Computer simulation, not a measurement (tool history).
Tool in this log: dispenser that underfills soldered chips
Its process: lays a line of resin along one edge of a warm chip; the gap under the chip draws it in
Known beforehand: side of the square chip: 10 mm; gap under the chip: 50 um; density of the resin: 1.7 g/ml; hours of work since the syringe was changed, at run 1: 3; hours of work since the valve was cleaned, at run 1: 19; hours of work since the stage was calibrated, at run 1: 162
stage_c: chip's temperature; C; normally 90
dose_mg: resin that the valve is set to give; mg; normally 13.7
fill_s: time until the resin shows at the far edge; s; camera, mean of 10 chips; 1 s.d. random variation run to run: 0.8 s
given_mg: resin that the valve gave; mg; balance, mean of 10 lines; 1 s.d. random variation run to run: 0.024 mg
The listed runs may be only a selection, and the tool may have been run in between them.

| run | hour | stage_c | dose_mg | hours of work since the syringe was changed | hours of work since the valve was cleaned | hours of work since the stage was calibrated | fill_s | given_mg |
|---|---|---|---|---|---|---|---|---|
| 1 | 0 | 90 | 13.7 | 3 | 19 | 162 | 88.3 | 13.69 |
| 2 | 4.5 | 90 | 13.7 | 7 | 22 | 166 | 103.9 | 13.67 |
|  | 9.2 | new syringe of resin |
| 3 | 12.6 | 90 | 13.7 | 3 | 28 | 171 | 85.6 | 13.61 |
| 4 | 19.8 | 90 | 13.7 | 8 | 33 | 177 | 108.1 | 13.65 |
|  | 23.2 | new syringe of resin |
| 5 | 25.9 | 90 | 13.7 | 2 | 37 | 181 | 83.8 | 13.54 |
| 6 | 30 | 102 | 13.7 | 5 | 40 | 184 | 56.9 | 13.56 |
| 7 | 34.2 | 79 | 13.7 | 8 | 44 | 187 | 193.5 | 13.56 |
|  | 37.5 | new syringe of resin |
| 8 | 40.4 | 79 | 13.7 | 2 | 48 | 192 | 148.7 | 13.52 |
| 9 | 46.8 | 79 | 13.7 | 7 | 53 | 196 | 184.6 | 13.49 |
|  | 51.5 | new syringe of resin |
| 10 | 52.8 | 79 | 13.7 | 1 | 57 | 201 | 138.8 | 13.51 |
| 11 | 57.1 | 92 | 15.2 | 4 | 60 | 204 | 86.6 | 14.93 |
|  | 59.1 | dispensing valve cleaned and set on the balance |
| 12 | 65.3 | 93 | 15.4 | 10 | 5 | 209 | 103.7 | 15.36 |
|  | 66.7 | new syringe of resin |
| 13 | 70.5 | 88 | 15.4 | 3 | 8 | 213 | 97.7 | 15.3 |

Same runs, no hidden state in the tool, same run-to-run variation:
Unlogged tool condition in this case: resin's viscosity, % of fresh resin's; dose that the valve gives, % of what is set; true chip temperature over the reading, C; drift of the gauge itself on fill_s, %; drift of the gauge itself on given_mg, %.
| run | fill_s | given_mg |
|---|---|---|
| 1 | 72.6 | 13.73 |
| 2 | 73 | 13.73 |
| 3 | 74.8 | 13.7 |
| 4 | 73.5 | 13.76 |
| 5 | 73.1 | 13.67 |
| 6 | 43.1 | 13.7 |
| 7 | 126.2 | 13.71 |
| 8 | 125.8 | 13.7 |
| 9 | 124.9 | 13.69 |
| 10 | 125 | 13.72 |
| 11 | 67.4 | 15.19 |
| 12 | 62.9 | 15.41 |
| 13 | 80.3 | 15.37 |
